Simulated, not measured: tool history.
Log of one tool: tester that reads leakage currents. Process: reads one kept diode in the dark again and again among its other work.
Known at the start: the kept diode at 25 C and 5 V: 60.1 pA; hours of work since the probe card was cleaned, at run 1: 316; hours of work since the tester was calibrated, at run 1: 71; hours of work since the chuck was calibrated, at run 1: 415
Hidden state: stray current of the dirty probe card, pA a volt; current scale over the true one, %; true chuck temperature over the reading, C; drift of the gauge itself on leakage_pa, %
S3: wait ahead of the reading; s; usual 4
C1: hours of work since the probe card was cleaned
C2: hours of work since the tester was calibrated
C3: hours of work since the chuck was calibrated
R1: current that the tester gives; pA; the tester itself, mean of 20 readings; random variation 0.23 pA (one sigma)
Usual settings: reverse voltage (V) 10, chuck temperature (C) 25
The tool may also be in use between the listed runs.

Run 1, day 0: usual settings; C1 316; C2 71; C3 415. Result: R1 76.29 pA.
Run 2, day 2.446: usual settings; C1 343; C2 97; C3 441. Result: R1 76.32 pA.
Run 3, day 5.296: usual settings; C1 373; C2 127; C3 471. Result: R1 76 pA.
Run 4, day 7.546: usual settings but S3 0.95 s; C1 397; C2 152; C3 495. Result: R1 77.13 pA.
Run 5, day 10.829: usual settings but S3 0.95 s; C1 432; C2 187; C3 531. Result: R1 77.31 pA.
Run 6, day 12.675: usual settings but S3 0.95 s; C1 452; C2 207; C3 550. Result: R1 77.57 pA.
Run 7, day 14.379: usual settings but S3 0.95 s; C1 471; C2 225; C3 569. Result: R1 77.08 pA.
At day 16.229: chuck's temperature calibrated.
Run 8, day 17.412: usual settings but S3 0.95 s; C1 502; C2 256; C3 13. Result: R1 77.72 pA.
Run 9, day 20.012: usual settings; C1 530; C2 284; C3 41. Result: R1 76.36 pA.
Run 10, day 21.579: usual settings; C1 547; C2 301; C3 57. Result: R1 76.24 pA.
Run 11, day 24.746: usual settings but reverse voltage (V) 18.4, S3 3.61 s; C1 581; C2 335; C3 91. Result: R1 94.1 pA.
Run 12, day 26.95: usual settings but S3 1.57 s; C1 604; C2 359; C3 115. Result: R1 76.85 pA.
Run 13, day 28.479: usual settings but chuck temperature (C) 29, S3 2.93 s; C1 621; C2 375; C3 131. Result: R1 111.7 pA.
Run 14, day 30.925: usual settings but reverse voltage (V) 1.4, chuck temperature (C) 33, S3 5.45 s; C1 647; C2 401; C3 158. Result: R1 82.05 pA.
Run 15, day 34.258: usual settings but reverse voltage (V) 13.7, chuck temperature (C) 23; C1 683; C2 437; C3 193. Result: R1 70.44 pA.
Run 16, day 37.154: usual settings but reverse voltage (V) 17.3, chuck temperature (C) 59, S3 1.07 s; C1 714; C2 468; C3 224. Result: R1 1664.97 pA.
Run 17, day 40.462: usual settings but reverse voltage (V) 17.3, chuck temperature (C) 59, S3 1.07 s; C1 749; C2 504; C3 260. Result: R1 1663.57 pA.
Run 18, day 43.767: usual settings but reverse voltage (V) 13.8, chuck temperature (C) 31, S3 0.43 s; C1 785; C2 539; C3 295. Result: R1 153.39 pA.
Run 19, day 45.558: usual settings but reverse voltage (V) 13.8, chuck temperature (C) 31, S3 0.43 s; C1 804; C2 558; C3 314. Result: R1 152.13 pA.

3 ways to go on from here, each from the tool as it stands after run 19. What would each give?
Run A, day 47.625: usual settings but reverse voltage (V) 10.1, chuck temperature (C) 21; C1 826; C2 580; C3 337. Result: R1 ?.
Run B, day 47.625: usual settings but reverse voltage (V) 2.7, chuck temperature (C) 21, S3 0.62 s; C1 826; C2 580; C3 337. Result: R1 ?.
Run C, day 47.625: usual settings but reverse voltage (V) 1.9, S3 0.31 s; C1 826; C2 580; C3 337. Result: R1 ?.

run     R1
  A   52.6
  B  33.86
  C  44.01
Without the tool's hidden state the same runs would have given:
run     R1
  A  52.65
  B  33.91
  C  44.07
